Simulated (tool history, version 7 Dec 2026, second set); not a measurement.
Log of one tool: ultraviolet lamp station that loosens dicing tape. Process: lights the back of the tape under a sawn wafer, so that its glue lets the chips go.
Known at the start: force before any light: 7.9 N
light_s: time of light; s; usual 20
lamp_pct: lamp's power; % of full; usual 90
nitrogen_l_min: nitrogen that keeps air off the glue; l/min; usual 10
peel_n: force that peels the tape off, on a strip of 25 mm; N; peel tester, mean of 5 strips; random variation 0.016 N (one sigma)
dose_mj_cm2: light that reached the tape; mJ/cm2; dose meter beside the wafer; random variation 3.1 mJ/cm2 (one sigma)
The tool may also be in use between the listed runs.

Run 1, hour 0.0: usual settings. Result: peel_n 0.879 N, dose_mj_cm2 440 mJ/cm2.
Run 2, hour 9.0: usual settings. Result: peel_n 0.846 N, dose_mj_cm2 440 mJ/cm2.
Run 3, hour 18.1: usual settings but light_s 36 s. Result: peel_n 0.232 N, dose_mj_cm2 779 mJ/cm2.
Run 4, hour 34.6: usual settings but light_s 36 s. Result: peel_n 0.227 N, dose_mj_cm2 774 mJ/cm2.
Run 5, hour 48.3: usual settings but light_s 33 s. Result: peel_n 0.272 N, dose_mj_cm2 707 mJ/cm2.
Run 6, hour 61.2: usual settings but light_s 33 s. Result: peel_n 0.306 N, dose_mj_cm2 704 mJ/cm2.
Run 7, hour 73.0: usual settings but lamp_pct 77 % of full. Result: peel_n 1.150 N, dose_mj_cm2 368 mJ/cm2.
Run 8, hour 83.8: usual settings but light_s 16 s, lamp_pct 77 % of full. Result: peel_n 1.774 N, dose_mj_cm2 291 mJ/cm2.
Run 9, hour 98.3: usual settings but light_s 16 s, lamp_pct 77 % of full. Result: peel_n 1.739 N, dose_mj_cm2 293 mJ/cm2.
Run 10, hour 106.2: usual settings but light_s 16 s, lamp_pct 77 % of full, nitrogen_l_min 6 l/min. Result: peel_n 2.077 N, dose_mj_cm2 294 mJ/cm2.
Run 11, hour 116.6: usual settings but light_s 16 s, lamp_pct 89 % of full, nitrogen_l_min 6 l/min. Result: peel_n 1.736 N, dose_mj_cm2 330 mJ/cm2.
Run 12, hour 127.5: usual settings but light_s 16 s, lamp_pct 89 % of full, nitrogen_l_min 6 l/min. Result: peel_n 1.750 N, dose_mj_cm2 333 mJ/cm2.
Run 13, hour 140.9: usual settings but light_s 16 s, lamp_pct 89 % of full, nitrogen_l_min 6 l/min. Result: peel_n 1.709 N, dose_mj_cm2 335 mJ/cm2.
Run 14, hour 150.2: usual settings but light_s 16 s, lamp_pct 89 % of full, nitrogen_l_min 6 l/min. Result: peel_n 1.788 N, dose_mj_cm2 333 mJ/cm2.
Run 15, hour 160.3: usual settings but light_s 13 s, lamp_pct 74 % of full, nitrogen_l_min 5 l/min. Result: peel_n 2.988 N, dose_mj_cm2 223 mJ/cm2.
Run 16, hour 170.1: usual settings but light_s 13 s, lamp_pct 74 % of full, nitrogen_l_min 5 l/min. Result: peel_n 3.008 N, dose_mj_cm2 220 mJ/cm2.
Run 17, hour 186.1: usual settings but light_s 17 s, lamp_pct 74 % of full, nitrogen_l_min 15 l/min. Result: peel_n 1.500 N, dose_mj_cm2 288 mJ/cm2.
Run 18, hour 202.1: usual settings but light_s 13 s, lamp_pct 89 % of full, nitrogen_l_min 3 l/min. Result: peel_n 2.963 N, dose_mj_cm2 268 mJ/cm2.
Run 19, hour 211.6: usual settings but light_s 17 s, lamp_pct 66 % of full, nitrogen_l_min 8 l/min. Result: peel_n 2.155 N, dose_mj_cm2 259 mJ/cm2.
Run 20, hour 221.3: usual settings but light_s 17 s, lamp_pct 87 % of full, nitrogen_l_min 12 l/min. Result: peel_n 1.237 N, dose_mj_cm2 340 mJ/cm2.
Run 21, hour 233.3: usual settings but light_s 13 s, lamp_pct 83 % of full, nitrogen_l_min 15 l/min. Result: peel_n 1.869 N, dose_mj_cm2 248 mJ/cm2.
Run 22, hour 243.3: usual settings but light_s 12 s, lamp_pct 98 % of full, nitrogen_l_min 5 l/min. Result: peel_n 2.530 N, dose_mj_cm2 272 mJ/cm2.
Run 23, hour 255.9: usual settings but light_s 12 s, lamp_pct 98 % of full, nitrogen_l_min 5 l/min. Result: peel_n 2.458 N, dose_mj_cm2 263 mJ/cm2.
Run 24, hour 267.6: usual settings but light_s 18 s. Result: peel_n 1.170 N, dose_mj_cm2 366 mJ/cm2.
At hour 269.0: window cleaned of glue's vapour.
Run 25, hour 281.1: usual settings but lamp_pct 81 % of full, nitrogen_l_min 11 l/min. Result: peel_n 0.986 N, dose_mj_cm2 390 mJ/cm2.
Run 26, hour 295.7: usual settings but light_s 11 s, lamp_pct 73 % of full, nitrogen_l_min 19 l/min. Result: peel_n 2.486 N, dose_mj_cm2 193 mJ/cm2.
Run 27, hour 305.7: usual settings but light_s 36 s. Result: peel_n 0.239 N, dose_mj_cm2 773 mJ/cm2.
Run 28, hour 318.4: usual settings but light_s 36 s. Result: peel_n 0.242 N, dose_mj_cm2 774 mJ/cm2.

Forecast each of these 3 alternatives for the next run:
Run A, hour 330.1: usual settings but light_s 25 s, lamp_pct 77 % of full, nitrogen_l_min 5 l/min. Result: peel_n ?, dose_mj_cm2 ?.
Run B, hour 330.1: usual settings but light_s 18 s, lamp_pct 80 % of full, nitrogen_l_min 4 l/min. Result: peel_n ?, dose_mj_cm2 ?.
Run C, hour 330.1: usual settings but light_s 30 s, lamp_pct 77 % of full. Result: peel_n ?, dose_mj_cm2 ?.

run  peel_n  dose_mj_cm2
  A   1.125          459
  B   1.974          339
  C   0.515          548
Without the tool's hidden state the same runs would have given:
run  peel_n  dose_mj_cm2
  A   0.957          500
  B   1.752          369
  C   0.421          597
